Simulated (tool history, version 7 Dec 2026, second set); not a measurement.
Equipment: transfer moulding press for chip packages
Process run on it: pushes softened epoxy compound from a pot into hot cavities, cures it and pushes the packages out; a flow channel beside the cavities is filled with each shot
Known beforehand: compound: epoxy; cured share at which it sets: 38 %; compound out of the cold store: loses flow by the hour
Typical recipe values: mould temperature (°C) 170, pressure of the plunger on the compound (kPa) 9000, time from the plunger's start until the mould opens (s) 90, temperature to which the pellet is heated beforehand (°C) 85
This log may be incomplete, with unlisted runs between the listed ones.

run	hour	mould temperature (°C)	pressure of the plunger on the compound (kPa)	time from the plunger's start until the mould opens (s)	temperature to which the pellet is heated beforehand (°C)	incoming compound's hours out of the cold store	length that the compound runs in the flow channel (mm)	greatest force on the pins that push the packages out (N)
1	0	170	9000	90	85	26.8	968	698
# hour 26.8: cavities cleaned with cleaning compound and waxed
2	26.8	170	9000	90	77	30.2	980	505
3	43.2	170	9000	90	77	14.5	996	642
4	54.9	170	9000	90	94	11.1	993	643
5	76.5	170	9000	90	85	39.2	934	713
# hour 90: cavities cleaned with cleaning compound and waxed
6	91.6	169	9000	90	85	45.9	941	521
7	107.9	170	9000	79	85	31.8	955	799
8	124.3	177	9000	90	85	11.1	947	525
9	134.7	177	9000	90	85	46.6	881	566
10	149.1	170	9000	90	85	16.2	981	756
# hour 152.9: cavities cleaned with cleaning compound and waxed
11	172.3	170	9000	90	85	23.7	954	601
12	194.6	163	9000	90	85	32.8	974	1146
# hour 216.3: cavities cleaned with cleaning compound and waxed
13	220.3	163	9000	90	85	24.5	994	865
14	233.1	163	9000	90	85	45.8	948	918
15	249.9	170	7870	120	88	37.4	869	522
16	263.8	170	7870	120	88	15	885	558
# hour 279.2: cavities cleaned with cleaning compound and waxed
17	288.2	170	7870	120	88	33.8	857	411
18	303.7	169	8840	90	85	27.4	935	649
19	319.9	168	9000	98	78	29.4	935	651
20	336.9	165	9000	75	94	30.1	949	1585
# hour 342: cavities cleaned with cleaning compound and waxed
21	360.6	170	8340	90	85	40.9	877	582
22	373.3	170	9620	126	94	44.7	928	513
23	388.9	170	9000	90	87	20.4	926	703
# hour 405: cavities cleaned with cleaning compound and waxed
24	405.2	172	9510	90	89	24.9	951	422
25	422.7	165	9510	87	89	17.3	994	925
26	446.4	165	9510	87	89	18.1	995	1101
# hour 468: cavities cleaned with cleaning compound and waxed
27	470.6	176	8880	73	90	37.9	868	525
28	486.5	170	9000	90	84	42.6	882	587

Here are 4 independent what-if runs from the current tool condition. What would each one return?
A	505	170	9690	74	89	47.5	?	?
B	505	170	10280	90	94	30.6	?	?
C	505	170	9840	90	77	9.6	?	?
D	505	170	10790	90	84	24.2	?	?

run	length that the compound runs in the flow channel (mm)	greatest force on the pins that push the packages out (N)
A	893	1000
B	950	664
C	992	681
D	986	698
With no hidden state in the tool, these same runs would have given:
run	length that the compound runs in the flow channel (mm)	greatest force on the pins that push the packages out (N)
A	977	742
B	1040	490
C	1086	502
D	1080	513

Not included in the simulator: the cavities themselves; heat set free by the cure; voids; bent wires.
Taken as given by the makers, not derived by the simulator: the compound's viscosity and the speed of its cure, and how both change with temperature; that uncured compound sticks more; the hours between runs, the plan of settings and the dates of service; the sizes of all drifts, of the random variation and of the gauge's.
